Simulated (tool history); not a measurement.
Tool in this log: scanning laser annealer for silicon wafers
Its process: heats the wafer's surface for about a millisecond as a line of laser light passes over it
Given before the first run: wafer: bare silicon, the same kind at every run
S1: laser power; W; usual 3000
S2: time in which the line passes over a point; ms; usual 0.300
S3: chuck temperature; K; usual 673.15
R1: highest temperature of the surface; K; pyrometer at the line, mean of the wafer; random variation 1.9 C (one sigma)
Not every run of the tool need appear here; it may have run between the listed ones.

run	day	S1	S2	S3	R1
1	0.000	3000	0.300	673.15	1400.15
2	1.554	3000	0.300	673.15	1403.15
# day 1.900: optics aligned, line set to its width
3	3.371	3000	0.286	673.15	1387.15
4	4.712	2944	0.300	673.15	1389.15
5	5.383	2968	0.300	673.15	1396.15
6	6.479	2968	0.300	673.15	1394.15
7	7.567	3000	0.280	673.15	1381.15
8	8.825	3098	0.300	673.15	1429.15
9	10.050	3000	0.300	673.15	1404.15
10	10.933	2697	0.300	673.15	1325.15
11	11.979	3218	0.300	673.15	1457.15
12	13.017	3218	0.300	673.15	1456.15
13	14.367	3000	0.300	673.15	1400.15

What will run 14 give?
14	15.783	3000	0.300	673.15	?

R1: 1400.15 K
If the tool had no hidden condition, the same run with the same run-to-run variation would have returned R1 1434.15 K.
